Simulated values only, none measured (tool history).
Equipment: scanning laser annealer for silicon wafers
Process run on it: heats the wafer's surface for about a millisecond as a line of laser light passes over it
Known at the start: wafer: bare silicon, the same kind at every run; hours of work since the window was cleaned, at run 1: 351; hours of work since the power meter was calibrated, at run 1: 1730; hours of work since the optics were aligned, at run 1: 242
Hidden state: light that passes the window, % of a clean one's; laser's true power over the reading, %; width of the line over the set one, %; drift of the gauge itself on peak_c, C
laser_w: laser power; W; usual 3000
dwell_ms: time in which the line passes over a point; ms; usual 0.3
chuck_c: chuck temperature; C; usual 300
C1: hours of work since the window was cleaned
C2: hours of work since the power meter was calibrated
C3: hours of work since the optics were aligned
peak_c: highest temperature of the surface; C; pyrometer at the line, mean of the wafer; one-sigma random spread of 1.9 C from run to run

{"run": 1, "hour": 0.0, "laser_w": 3000, "dwell_ms": 0.3, "chuck_c": 300, "C1": 351, "C2": 1730, "C3": 242, "peak_c": 1109}
{"run": 2, "hour": 28.4, "laser_w": 3000, "dwell_ms": 0.3, "chuck_c": 284, "C1": 373, "C2": 1753, "C3": 265, "peak_c": 1093}
{"run": 3, "hour": 61.6, "laser_w": 3000, "dwell_ms": 0.3, "chuck_c": 284, "C1": 400, "C2": 1779, "C3": 291, "peak_c": 1092}
{"run": 4, "hour": 111.5, "laser_w": 3000, "dwell_ms": 0.3, "chuck_c": 284, "C1": 440, "C2": 1819, "C3": 331, "peak_c": 1085}
{"run": 5, "hour": 165.3, "laser_w": 3000, "dwell_ms": 0.244, "chuck_c": 284, "C1": 483, "C2": 1862, "C3": 374, "peak_c": 994}
{"run": 6, "hour": 197.6, "laser_w": 3000, "dwell_ms": 0.244, "chuck_c": 284, "C1": 509, "C2": 1888, "C3": 400, "peak_c": 992}
{"run": 7, "hour": 230.1, "laser_w": 3000, "dwell_ms": 0.3, "chuck_c": 300, "C1": 535, "C2": 1914, "C3": 426, "peak_c": 1095}
{"run": 8, "hour": 259.9, "laser_w": 2729, "dwell_ms": 0.3, "chuck_c": 300, "C1": 559, "C2": 1938, "C3": 450, "peak_c": 1018}
{"hour": 274.3, "done": "window over the wafer cleaned"}
{"run": 9, "hour": 295.7, "laser_w": 3000, "dwell_ms": 0.3, "chuck_c": 269, "C1": 17, "C2": 1965, "C3": 477, "peak_c": 1107}
{"run": 10, "hour": 329.7, "laser_w": 2911, "dwell_ms": 0.3, "chuck_c": 300, "C1": 44, "C2": 1992, "C3": 504, "peak_c": 1104}
{"run": 11, "hour": 373.1, "laser_w": 3000, "dwell_ms": 0.336, "chuck_c": 300, "C1": 79, "C2": 2027, "C3": 539, "peak_c": 1184}
{"run": 12, "hour": 409.2, "laser_w": 3000, "dwell_ms": 0.336, "chuck_c": 300, "C1": 108, "C2": 2056, "C3": 568, "peak_c": 1186}
{"run": 13, "hour": 432.3, "laser_w": 2962, "dwell_ms": 0.268, "chuck_c": 299, "C1": 126, "C2": 2074, "C3": 586, "peak_c": 1064}
{"run": 14, "hour": 478.9, "laser_w": 2962, "dwell_ms": 0.268, "chuck_c": 299, "C1": 164, "C2": 2111, "C3": 624, "peak_c": 1061}
{"run": 15, "hour": 515.1, "laser_w": 2563, "dwell_ms": 0.268, "chuck_c": 339, "C1": 193, "C2": 2140, "C3": 653, "peak_c": 987}
{"run": 16, "hour": 556.3, "laser_w": 2563, "dwell_ms": 0.268, "chuck_c": 339, "C1": 226, "C2": 2173, "C3": 685, "peak_c": 984}
{"run": 17, "hour": 604.5, "laser_w": 3008, "dwell_ms": 0.27, "chuck_c": 297, "C1": 264, "C2": 2212, "C3": 724, "peak_c": 1066}
{"run": 18, "hour": 635.4, "laser_w": 3008, "dwell_ms": 0.27, "chuck_c": 297, "C1": 289, "C2": 2236, "C3": 749, "peak_c": 1064}
{"run": 19, "hour": 665.2, "laser_w": 2608, "dwell_ms": 0.247, "chuck_c": 339, "C1": 313, "C2": 2260, "C3": 773, "peak_c": 964}
{"run": 20, "hour": 716.2, "laser_w": 3000, "dwell_ms": 0.263, "chuck_c": 336, "C1": 353, "C2": 2301, "C3": 813, "peak_c": 1084}
{"run": 21, "hour": 759.7, "laser_w": 3000, "dwell_ms": 0.263, "chuck_c": 336, "C1": 388, "C2": 2336, "C3": 848, "peak_c": 1080}
{"run": 22, "hour": 793.6, "laser_w": 3000, "dwell_ms": 0.263, "chuck_c": 336, "C1": 415, "C2": 2363, "C3": 875, "peak_c": 1079}
{"run": 23, "hour": 833.3, "laser_w": 2777, "dwell_ms": 0.283, "chuck_c": 329, "C1": 447, "C2": 2395, "C3": 907, "peak_c": 1038}

Results for each run, recomputed without the tool's hidden state and with each run's random variation untouched:
run=1 peak_c=1128
run=2 peak_c=1115
run=3 peak_c=1115
run=4 peak_c=1112
run=5 peak_c=1021
run=6 peak_c=1020
run=7 peak_c=1129
run=8 peak_c=1052
run=9 peak_c=1101
run=10 peak_c=1101
run=11 peak_c=1183
run=12 peak_c=1187
run=13 peak_c=1067
run=14 peak_c=1067
run=15 peak_c=994
run=16 peak_c=993
run=17 peak_c=1079
run=18 peak_c=1080
run=19 peak_c=978
run=20 peak_c=1104
run=21 peak_c=1103
run=22 peak_c=1105
run=23 peak_c=1065
